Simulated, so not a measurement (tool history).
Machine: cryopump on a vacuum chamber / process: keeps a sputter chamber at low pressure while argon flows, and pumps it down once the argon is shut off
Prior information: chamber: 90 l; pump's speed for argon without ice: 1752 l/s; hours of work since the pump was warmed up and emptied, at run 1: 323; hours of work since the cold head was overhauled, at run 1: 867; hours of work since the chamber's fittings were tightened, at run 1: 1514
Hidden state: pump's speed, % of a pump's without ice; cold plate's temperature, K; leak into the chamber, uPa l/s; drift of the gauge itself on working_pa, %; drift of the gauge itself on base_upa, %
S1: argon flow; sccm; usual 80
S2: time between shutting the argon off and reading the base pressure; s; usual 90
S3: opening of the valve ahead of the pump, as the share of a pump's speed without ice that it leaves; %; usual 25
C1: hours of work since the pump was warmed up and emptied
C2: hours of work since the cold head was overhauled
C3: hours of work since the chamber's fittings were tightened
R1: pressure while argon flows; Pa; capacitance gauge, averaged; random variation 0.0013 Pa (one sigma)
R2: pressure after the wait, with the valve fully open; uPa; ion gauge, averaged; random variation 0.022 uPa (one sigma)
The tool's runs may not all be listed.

run   hour   S1   S2  S3   C1    C2    C3      R1    R2
  1      0   80   90  25  323   867  1514  0.3291  0.95
  2   45.2   80   90  25  349   894  1540  0.3337  0.96
  3   71.5   80   90  25  365   909  1556  0.3324  0.97
  4  114.9  133   90  25  390   935  1581  0.5614  1.01
  5  146.9  133   90  25  409   954  1600  0.5661  1.03
  6  193.4  133   90  25  437   981  1627  0.5684  1.02
  7  239.3  133   90  25  463  1008  1654  0.5737  1.06
  8  278.8  133   90  25  487  1031  1677   0.574  1.07
  9    311   79   90  25  505  1050  1696  0.3435  1.14
       325  -- pump warmed up, emptied and cooled again
 10  349.2   79   90  25   14  1069  1716  0.3093  0.83
 11  396.4   79   90  25   42  1097  1743  0.3066  0.87
 12  426.4   80   22  25   60  1115  1761  0.3132  2.12
 13  457.6  147   90  25   78  1133  1779  0.5772  0.92
 14  490.1  147   90  25   97  1152  1798  0.5826  0.88
 15  527.6  147   90  25  119  1174  1820  0.5825  0.94
 16  546.6   41  234  21  130  1185  1832  0.1935  0.69
 17  582.9   33  204  23  151  1207  1853  0.1424  0.69
 18  609.7  133  189  26  167  1222  1869  0.5142  0.75
 19  649.7  139   51  39  191  1246  1892  0.3664  1.26
 20  681.8  139   51  39  209  1265  1911  0.3694  1.25
 21  715.4  139   51  39  229  1284  1931    0.37   1.3
 22  742.8   37  150  17  245  1300  1947   0.217   0.8
 23  775.3   37  150  32  264  1320  1966  0.1196  0.83
 24  822.5   37  118  29  292  1347  1994  0.1331  0.96
 25  855.1   37  118  29  311  1366  2013  0.1332  0.91
 26  888.9   42   90  25  331  1386  2033  0.1752  1.08
 27  915.9   36   78  22  347  1402  2048  0.1696   1.1
 28  956.6   80   25  22  371  1426  2072  0.3799  2.11
 29  995.3   36   28  25  393  1449  2095  0.1529  1.98

Predict each of these 4 candidate next runs independently; none follows another, all start after run 29:
  A  1030.9  121   59  25  414  1470  2116   ?   ?
  B  1030.9  160  119  20  414  1470  2116   ?   ?
  C  1030.9  102   21  32  414  1470  2116   ?   ?
  D  1030.9   96   91  19  414  1470  2116   ?   ?

run      R1    R2
  A  0.5119  1.37
  B  0.8426  1.03
  C  0.3469  2.45
  D  0.5238  1.12
What these runs would have given with no unlogged condition in the tool:
run      R1    R2
  A  0.4636   0.8
  B  0.7779  0.47
  C  0.3061   1.9
  D  0.4855  0.57
